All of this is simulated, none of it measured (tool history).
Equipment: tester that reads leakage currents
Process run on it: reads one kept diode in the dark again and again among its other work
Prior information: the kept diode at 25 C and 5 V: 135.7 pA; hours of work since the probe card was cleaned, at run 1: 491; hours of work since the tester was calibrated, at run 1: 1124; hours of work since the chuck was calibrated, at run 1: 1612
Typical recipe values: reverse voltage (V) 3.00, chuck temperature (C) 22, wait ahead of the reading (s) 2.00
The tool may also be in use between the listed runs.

run     day  reverse voltage (V)  chuck temperature (C)  wait ahead of the reading (s)  hours of work since the probe card was cleaned  hours of work since the tester was calibrated  hours of work since the chuck was calibrated  current that the tester gives (pA)
  1   0.000                 3.00                     22                           2.00                                             491                                           1124                                          1612                               81.75
  2   0.833                 3.00                     22                           2.00                                             502                                           1135                                          1622                               81.18
  3   1.412                 3.00                     22                           2.00                                             509                                           1143                                          1630                               81.52
  4   2.304                 3.00                     22                           2.00                                             521                                           1154                                          1641                               81.24
  5   3.121                 3.00                     23                           2.00                                             532                                           1165                                          1652                               88.59
  6   4.383                 8.28                     22                           2.00                                             548                                           1181                                          1668                              138.10
  7   5.071                 3.00                     22                           2.00                                             557                                           1190                                          1677                               81.49
  8   5.775                 3.00                     22                           2.00                                             566                                           1199                                          1686                               81.50
  9   7.150                 1.44                     22                           2.00                                             584                                           1217                                          1704                               55.57
 10   7.883                 1.44                     22                           2.00                                             593                                           1227                                          1714                               55.57
 11   9.200                 9.97                     22                           2.00                                             610                                           1244                                          1731                              153.08
 12  10.229                 9.97                     22                           2.00                                             624                                           1257                                          1744                              153.77
 13  11.167                 9.97                     22                           8.61                                             636                                           1269                                          1756                              152.69
 14  12.346                 9.97                     22                           8.61                                             651                                           1284                                          1771                              154.22
 15  13.204                 9.97                     22                           8.61                                             662                                           1295                                          1782                              153.97
 16  14.412                 9.97                     22                           8.61                                             678                                           1311                                          1798                              153.46
 17  15.129                 3.00                     22                           2.00                                             687                                           1320                                          1807                               81.42
 18  16.167                 3.00                     22                           2.00                                             701                                           1334                                          1821                               81.91
 19  17.271                11.57                     50                           2.99                                             715                                           1348                                          1835                             1390.89
 20  18.292                11.57                     25                           0.32                                             728                                           1361                                          1848                              216.54
 21  18.971                 1.73                     25                           0.32                                             737                                           1370                                          1857                               78.91
 22  19.950                 1.73                     25                           0.32                                             749                                           1383                                          1870                               79.18
     20.100  -- tester calibrated
 23  20.662                 3.00                     32                           0.98                                             758                                              7                                          1878                              182.04
 24  21.671                 3.00                     32                           0.98                                             771                                             20                                          1891                              182.09
 25  23.012                 3.00                     41                           2.00                                             788                                             38                                          1908                              361.61
 26  24.333                 3.00                     41                           2.00                                             805                                             55                                          1925                              360.45
 27  25.121                 3.00                     41                           2.00                                             815                                             65                                          1936                              359.05
 28  25.875                 3.00                     22                           6.80                                             825                                             75                                          1945                               80.50
     26.875  -- tester calibrated, once more
 29  27.138                 3.00                     48                           2.00                                             840                                              3                                          1961                              602.29

Run 30 is up next; what results do you expect?
 30  28.058                14.97                     25                           2.00                                             852                                             15                                          1973                                   ?

Run 30 produced current that the tester gives (pA) 244.52.
The same run, on a tool lacking any hidden state, would have yielded current that the tester gives (pA) 238.70.
